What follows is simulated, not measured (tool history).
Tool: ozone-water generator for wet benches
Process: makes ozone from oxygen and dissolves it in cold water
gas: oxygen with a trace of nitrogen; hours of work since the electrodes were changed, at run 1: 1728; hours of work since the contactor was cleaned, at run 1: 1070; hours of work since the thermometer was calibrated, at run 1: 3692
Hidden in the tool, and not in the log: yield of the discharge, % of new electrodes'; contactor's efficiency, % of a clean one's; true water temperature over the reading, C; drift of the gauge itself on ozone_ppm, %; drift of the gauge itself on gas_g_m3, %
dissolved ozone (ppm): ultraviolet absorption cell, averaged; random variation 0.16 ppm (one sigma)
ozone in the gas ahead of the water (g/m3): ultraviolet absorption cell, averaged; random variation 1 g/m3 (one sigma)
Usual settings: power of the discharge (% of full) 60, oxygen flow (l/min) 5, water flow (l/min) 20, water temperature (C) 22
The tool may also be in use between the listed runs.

run    hour  power of the discharge (% of full)  oxygen flow (l/min)  water flow (l/min)  water temperature (C)  hours of work since the electrodes were changed  hours of work since the contactor was cleaned  hours of work since the thermometer was calibrated  dissolved ozone (ppm)  ozone in the gas ahead of the water (g/m3)
  1       0                                  60                    5                  20                     22                                             1728                                           1070                                                3692                     19                                       167.5
  2    69.1                                  60                    5                  20                     22                                             1790                                           1132                                                3754                   18.9                                       167.4
  3   109.4                                  60                    5                  20                     14                                             1826                                           1168                                                3790                   21.1                                       166.9
  4   163.1                                  60                    5                  32                     22                                             1875                                           1216                                                3838                   12.4                                         167
  5   234.6                                  60                    5                  32                     19                                             1939                                           1280                                                3902                   12.9                                       166.7
  6   268.6                                  60                    5                  32                     19                                             1969                                           1311                                                3933                   12.8                                       166.7
  7     303                                  60                    5                  32                     19                                             2000                                           1342                                                3964                   12.7                                       167.9
  8   358.6                                  60                    5                  32                     19                                             2050                                           1392                                                4014                   12.6                                       164.7
  9   420.5                                  60                  3.7                  32                     19                                             2106                                           1447                                                4069                   11.7                                       188.2
 10   452.8                                  60                  3.7                  32                     19                                             2135                                           1476                                                4098                   11.6                                       185.6
 11   500.5                                  60                  3.7                  32                     19                                             2178                                           1519                                                4141                   11.4                                       186.3
 12   550.3                                  60                  3.7                  32                     19                                             2223                                           1564                                                4186                   11.5                                       186.9
 13     614                                  85                  3.7                  32                     19                                             2280                                           1621                                                4243                   15.6                                       247.3
 14   685.8                                  72                 5.48                  32                     19                                             2344                                           1686                                                4308                   14.9                                       183.6
        714  -- water thermometer calibrated
 15   753.9                                  97                 4.04                  28                     16                                             2405                                           1746                                                  36                   20.4                                       260.9
 16   808.3                                  97                 4.04                  28                     16                                             2454                                           1795                                                  85                   20.4                                       262.6
 17   845.4                                  80                  3.5                  20                     16                                             2487                                           1829                                                 118                   23.2                                       237.6
 18   904.9                                  60                 3.04                  21                     22                                             2541                                           1882                                                 171                   15.8                                         198
 19   961.1                                  60                 3.35                  23                     22                                             2591                                           1933                                                 222                   15.1                                       190.3
 20   991.1                                  60                 3.35                  23                     22                                             2618                                           1960                                                 249                     15                                       189.1
 21  1037.3                                  60                 3.35                  23                     22                                             2660                                           2001                                                 290                   14.8                                       191.7
 22  1099.6                                  76                 2.79                  17                     18                                             2716                                           2057                                                 346                   23.2                                       244.8
 23  1141.6                                  43                 6.38                  15                     30                                             2753                                           2095                                                 384                   14.4                                       112.7
 24  1173.7                                  43                 4.38                  15                     30                                             2782                                           2124                                                 413                   14.7                                         131

Forecast each of these 4 alternatives for the next run:
  A  1207.1                                  62                 4.38                  15                     30                                             2812                                           2154                                                 443                      ?                                           ?
  B  1207.1                                  94                    5                  13                     22                                             2812                                           2154                                                 443                      ?                                           ?
  C  1207.1                                  59                 7.45                  26                     30                                             2812                                           2154                                                 443                      ?                                           ?
  D  1207.1                                  60                 8.48                  20                     22                                             2812                                           2154                                                 443                      ?                                           ?

run  dissolved ozone (ppm)  ozone in the gas ahead of the water (g/m3)
  A                   19.4                                       173.4
  B                   33.9                                       228.1
  C                     13                                       135.4
  D                   18.3                                       128.7
Without the tool's hidden state the same runs would have given:
run  dissolved ozone (ppm)  ozone in the gas ahead of the water (g/m3)
  A                   22.4                                       196.5
  B                   41.1                                       271.4
  C                   15.1                                       152.5
  D                   21.2                                       145.3

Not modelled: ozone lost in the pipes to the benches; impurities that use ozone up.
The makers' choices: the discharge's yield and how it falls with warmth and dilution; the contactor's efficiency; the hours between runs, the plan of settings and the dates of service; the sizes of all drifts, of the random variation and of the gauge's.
